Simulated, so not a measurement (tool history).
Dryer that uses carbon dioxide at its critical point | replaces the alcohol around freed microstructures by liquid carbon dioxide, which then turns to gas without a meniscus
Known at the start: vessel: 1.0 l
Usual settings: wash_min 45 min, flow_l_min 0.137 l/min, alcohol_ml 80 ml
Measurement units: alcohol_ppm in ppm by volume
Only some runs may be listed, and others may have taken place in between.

run     day  wash_min  flow_l_min  alcohol_ml  alcohol_ppm
  1       0        45       0.137          80         1178
  2   0.488        35       0.137          80         3135
  3   1.008        35       0.137          80         3185
        1.2  -- inlet filter changed
  4    1.65        45       0.137          80          880
  5   2.054        45       0.137          80          923
  6       3        45       0.137          37          433
  7   3.925        45       0.137          37          444
  8    4.75        45       0.172          37          160
  9   5.688        45       0.137         116         1465
 10   6.358        45       0.116          80         1986
 11   6.929        42       0.137          80         1429
 12   7.538        47       0.157          80          466
 13   8.158        47       0.157          80          489
 14   8.833        47       0.157          80          507
 15     9.6        28       0.137          44         3097
 16  10.067        34       0.136          77         3245
 17  10.546        54       0.146          39          192
 18  11.208        45       0.209          31           67

Alternative continuations, all from the tool just after run 18; predict every row:
  A  12.125        45       0.137          38            ?
  B  12.125        46       0.095          80            ?
  C  12.125        35       0.137          59            ?
  D  12.125        63         0.2          80            ?
  E  12.125        54       0.137          36            ?

run  alcohol_ppm
  A          626
  B         4132
  C         2378
  D           39
  E          263
Stripped of hidden state, with their random variation kept, the same runs would have yielded:
run  alcohol_ppm
  A          438
  B         3207
  C         1800
  D           15
  E          165
